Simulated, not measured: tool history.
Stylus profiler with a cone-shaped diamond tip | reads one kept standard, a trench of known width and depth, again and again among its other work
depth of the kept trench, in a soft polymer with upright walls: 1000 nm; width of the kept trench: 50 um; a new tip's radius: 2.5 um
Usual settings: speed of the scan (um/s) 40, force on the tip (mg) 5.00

run    hour  speed of the scan (um/s)  force on the tip (mg)  depth of the trench (Å)  width of the trench's floor (µm)
  1     0.0                        40                   5.00                  10137.2                             44.67
  2    59.9                        40                   5.00                  10136.0                             44.57
  3   136.0                        40                   5.00                  10128.8                             44.47
      154.8  -- new tip fitted, height scale calibrated
  4   194.1                        40                   5.00                  10150.3                             45.92
  5   264.8                        40                   5.00                  10154.5                             45.84
  6   322.4                        40                   1.68                  10070.7                             45.65
  7   412.1                        40                   1.68                  10069.8                             45.57
  8   534.4                        40                   1.68                  10062.1                             45.40
  9   599.5                        40                   1.68                  10066.3                             45.32
 10   708.8                        40                   1.68                  10060.1                             45.19
 11   840.5                        40                   1.68                  10057.4                             45.07
 12   898.6                        40                   1.68                  10054.4                             44.99
 13  1008.1                        24                   1.68                  10056.1                             45.00
 14  1127.5                        40                   5.46                  10139.6                             44.83
 15  1226.1                        68                   4.45                  10117.2                             44.62
 16  1321.3                        68                   4.45                  10110.7                             44.60
     1400.3  -- new tip fitted, height scale calibrated
 17  1418.2                        33                  11.68                  10267.6                             45.81
     1425.6  -- height scale calibrated on a step standard
 18  1530.3                        31                   5.00                  10144.7                             45.67
 19  1621.2                        84                   8.96                  10219.1                             45.37
 20  1746.7                        84                   8.96                  10214.2                             45.29
 21  1818.8                        15                   8.82                  10212.0                             45.35
 22  1874.3                        40                   7.65                  10188.0                             45.23
 23  1960.3                        40                   7.65                  10190.4                             45.17
 24  2036.9                        31                   2.71                  10083.0                             45.04
     2091.8  -- height scale calibrated on a step standard, once more
 25  2100.0                       116                  14.62                  10307.4                             44.90

5 ways to go on from here, each from the tool as it stands after run 25. What would each give?
  A  2174.6                       100                   5.27                        ?                                 ?
  B  2174.6                        11                   5.00                        ?                                 ?
  C  2174.6                       100                  14.62                        ?                                 ?
  D  2174.6                        80                  14.62                        ?                                 ?
  E  2174.6                        35                   9.44                        ?                                 ?

run  depth of the trench (Å)  width of the trench's floor (µm)
  A                  10158.4                             44.73
  B                  10148.6                             45.04
  C                  10309.2                             44.83
  D                  10310.2                             44.95
  E                  10231.8                             44.94
Without the tool's hidden state the same runs would have given:
run  depth of the trench (Å)  width of the trench's floor (µm)
  A                  10164.3                             45.68
  B                  10154.5                             45.99
  C                  10315.2                             45.78
  D                  10316.2                             45.90
  E                  10237.7                             45.89

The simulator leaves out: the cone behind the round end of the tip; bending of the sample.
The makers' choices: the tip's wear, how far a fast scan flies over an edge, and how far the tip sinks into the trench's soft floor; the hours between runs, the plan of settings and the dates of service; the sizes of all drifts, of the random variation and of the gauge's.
